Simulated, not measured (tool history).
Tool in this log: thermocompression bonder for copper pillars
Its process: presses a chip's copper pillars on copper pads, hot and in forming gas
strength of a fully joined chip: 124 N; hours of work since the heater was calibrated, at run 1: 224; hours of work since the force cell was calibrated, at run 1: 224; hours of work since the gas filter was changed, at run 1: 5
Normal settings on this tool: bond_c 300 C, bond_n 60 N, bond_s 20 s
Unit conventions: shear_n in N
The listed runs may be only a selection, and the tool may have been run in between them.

run	hour	bond_c	bond_n	bond_s	hours of work since the heater was calibrated	hours of work since the force cell was calibrated	hours of work since the gas filter was changed	shear_n
1	0	300	60	20	224	224	5	61.8
2	52.7	300	60	20	250	250	31	61.8
3	135	300	60	20	290	290	72	62
4	202.3	300	60	20	323	323	105	62.2
5	302.8	300	60	20	373	373	154	61.9
6	351.8	300	60	20	397	397	179	62.2
7	444.3	271	60	20	443	443	224	45
8	535.8	271	60	20	488	488	269	45
9	577.2	271	60	20	508	508	290	45.3
10	618.5	306	60	20	528	528	310	66.9
11	717.3	306	60	20	577	577	358	66.2
12	766.7	306	60	20	601	601	383	66.2
# hour 808.8: forming gas filter changed
13	859.7	306	60	20	647	647	25	68
14	902.5	306	60	20	668	668	46	68.7
15	976.8	306	60	20	704	704	83	68.3
16	1057.3	306	74	20	744	744	122	82.8
# hour 1086.7: heater calibrated with a thermocouple chip
# hour 1129.8: force cell calibrated
17	1134.2	306	74	20	23	2	158	77.4
18	1224.9	306	74	20	67	47	203	77
19	1321.9	306	62	20	115	95	251	65.9
20	1369.2	294	60	24	138	118	274	59.8
21	1429.4	294	60	24	168	148	304	59.9
22	1488.9	294	38	12	197	177	333	26.7
23	1542.1	294	38	12	223	203	359	26.8
24	1624	323	60	55	264	243	400	95.9
# hour 1629.1: forming gas filter changed
25	1676.3	323	60	55	289	269	23	98.5
26	1761.4	287	54	20	331	311	65	48.3
27	1811.7	304	56	22	356	335	90	62.5
28	1876.1	318	81	22	388	367	122	95
29	1938.8	275	60	47	418	398	152	64.6
30	1982.5	275	60	47	440	420	174	64.6
31	2079.2	281	54	19	488	467	222	44.6
32	2141.5	281	54	19	518	498	252	44.5
33	2227	281	54	19	560	540	294	44.6
34	2306.4	312	47	29	599	579	333	62.7
35	2379.4	312	47	29	635	615	369	62.8
36	2420	282	41	36	655	635	389	42.6
# hour 2446.8: forming gas filter changed
37	2492.7	293	60	20	691	670	23	60.6
38	2535.5	281	82	27	712	692	44	80

Hidden condition of the tool, last listed run before each entry between runs versus first listed run after:
In the gap between runs 12 and 13: forming gas filter changed (hour 808.8)
  true temperature of the bond over the reading, C: 11 -> 11.8; force that reaches the chip, % of what is set: 95.7 -> 95.4; oxide that the forming gas leaves, % of the face: 3.18 -> 0.74
  what was measured, less what the result would be without the hidden state, shear_n: +2.2 -> +4.2 N
In the gap between runs 16 and 17: heater calibrated with a thermocouple chip (hour 1086.7); force cell calibrated (hour 1129.8)
  true temperature of the bond over the reading, C: 13.6 -> -0.1; force that reaches the chip, % of what is set: 94.8 -> 99.8; oxide that the forming gas leaves, % of the face: 1.37 -> 1.57
  what was measured, less what the result would be without the hidden state, shear_n: +4.5 -> -1.1 N
In the gap between runs 24 and 25: forming gas filter changed (hour 1629.1)
  true temperature of the bond over the reading, C: 4.6 -> 5; force that reaches the chip, % of what is set: 98.1 -> 98; oxide that the forming gas leaves, % of the face: 3.12 -> 0.7
  what was measured, less what the result would be without the hidden state, shear_n: -1.2 -> +1.3 N
In the gap between runs 36 and 37: forming gas filter changed (hour 2446.8)
  true temperature of the bond over the reading, C: 11.8 -> 12.4; force that reaches the chip, % of what is set: 95.5 -> 95.3; oxide that the forming gas leaves, % of the face: 3.08 -> 0.77
  what was measured, less what the result would be without the hidden state, shear_n: +2.8 -> +4.7 N

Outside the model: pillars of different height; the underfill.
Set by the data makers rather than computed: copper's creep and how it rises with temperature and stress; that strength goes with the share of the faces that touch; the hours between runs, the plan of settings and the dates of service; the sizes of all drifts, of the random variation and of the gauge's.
